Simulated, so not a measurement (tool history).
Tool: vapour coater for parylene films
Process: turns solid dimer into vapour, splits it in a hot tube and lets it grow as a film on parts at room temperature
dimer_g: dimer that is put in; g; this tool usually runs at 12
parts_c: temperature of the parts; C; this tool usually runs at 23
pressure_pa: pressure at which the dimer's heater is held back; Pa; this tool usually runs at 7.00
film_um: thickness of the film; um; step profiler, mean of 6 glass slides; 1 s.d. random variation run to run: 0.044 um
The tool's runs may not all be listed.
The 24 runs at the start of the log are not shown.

run    hour  dimer_g  parts_c  pressure_pa  hours of work since the trap's valve was overhauled  hours of work since the table's thermometer was calibrated  film_um
     1272.3  -- trap's valve overhauled
 25  1307.6        6       16         4.58                                                   25                                                         174     3.29
 26  1352.9       12       25         9.63                                                   58                                                         207     4.33
 27  1413.3       12       25         9.63                                                  102                                                         250     4.37
 28  1491.4       12       23         2.54                                                  158                                                         307     5.46
 29  1563.2       12       22         7.00                                                  209                                                         358     4.77
 30  1604.2       12       22         7.00                                                  239                                                         388     4.79
     1650.5  -- trap's valve overhauled
 31  1679.5       12       22         7.00                                                   21                                                         439     5.11
 32  1721.9       12       22         7.00                                                   51                                                         470     5.10
 33  1768.4       21       21         8.52                                                   85                                                         503     8.85
 34  1814.3        7       17         8.52                                                  118                                                         536     3.34
 35  1869.8        7       29         3.47                                                  158                                                         576     2.58
 36  1927.9        7       29         3.47                                                  200                                                         618     2.58
 37  1967.0        7       29         3.47                                                  228                                                         646     2.53

What will run 38 give?
 38  2000.7        7       29         3.47                                                  252                                                         670        ?

film_um: 2.47 um
Minus the tool's unlogged condition, the same run would have read film_um 2.62 um.

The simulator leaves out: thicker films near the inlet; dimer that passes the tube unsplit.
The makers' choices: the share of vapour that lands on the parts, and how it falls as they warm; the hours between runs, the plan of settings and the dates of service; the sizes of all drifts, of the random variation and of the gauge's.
